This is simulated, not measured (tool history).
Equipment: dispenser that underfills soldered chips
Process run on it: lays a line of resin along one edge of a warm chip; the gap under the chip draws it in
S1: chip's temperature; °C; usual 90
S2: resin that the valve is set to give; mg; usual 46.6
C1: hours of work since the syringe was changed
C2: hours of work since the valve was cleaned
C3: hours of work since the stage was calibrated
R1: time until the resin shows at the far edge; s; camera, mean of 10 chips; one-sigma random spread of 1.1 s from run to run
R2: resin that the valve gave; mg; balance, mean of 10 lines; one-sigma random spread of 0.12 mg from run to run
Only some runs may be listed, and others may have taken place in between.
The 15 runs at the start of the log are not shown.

run,day,S1,S2,C1,C2,C3,R1,R2
16,3.025,87,57.9,4,56,87,150.1,56.04
17,3.233,90,46.6,7,59,90,181.8,45.17
# day 3.392: new syringe of resin
18,3.488,90,46.6,1,63,94,114.6,45.00
19,3.642,90,51.2,4,65,96,134.4,49.43
20,3.875,95,50.0,7,69,100,146.6,48.08
# day 4.004: new syringe of resin
21,4.062,77,50.4,1,71,102,191.7,48.38
22,4.196,87,60.0,3,73,104,143.1,57.84
23,4.375,80,60.4,6,76,107,231.9,57.97
# day 4.529: dispensing valve cleaned and set on the balance
24,4.542,100,59.7,7,0,109,119.5,59.72
# day 4.646: new syringe of resin
25,4.788,90,51.3,2,4,112,123.8,51.33
26,4.996,90,55.3,5,7,115,154.3,55.25
27,5.150,90,56.8,7,9,118,183.4,56.45
# day 5.254: new syringe of resin
28,5.358,78,58.1,2,12,121,194.0,57.86

Predict the results of run 29:
29,5.508,78,58.1,4,14,123,?,?

Run 29 gave R1 222.5 s, R2 57.57 mg.
If the tool had no hidden condition, the same run with the same run-to-run variation would have returned R1 165.1 s, R2 57.98 mg.

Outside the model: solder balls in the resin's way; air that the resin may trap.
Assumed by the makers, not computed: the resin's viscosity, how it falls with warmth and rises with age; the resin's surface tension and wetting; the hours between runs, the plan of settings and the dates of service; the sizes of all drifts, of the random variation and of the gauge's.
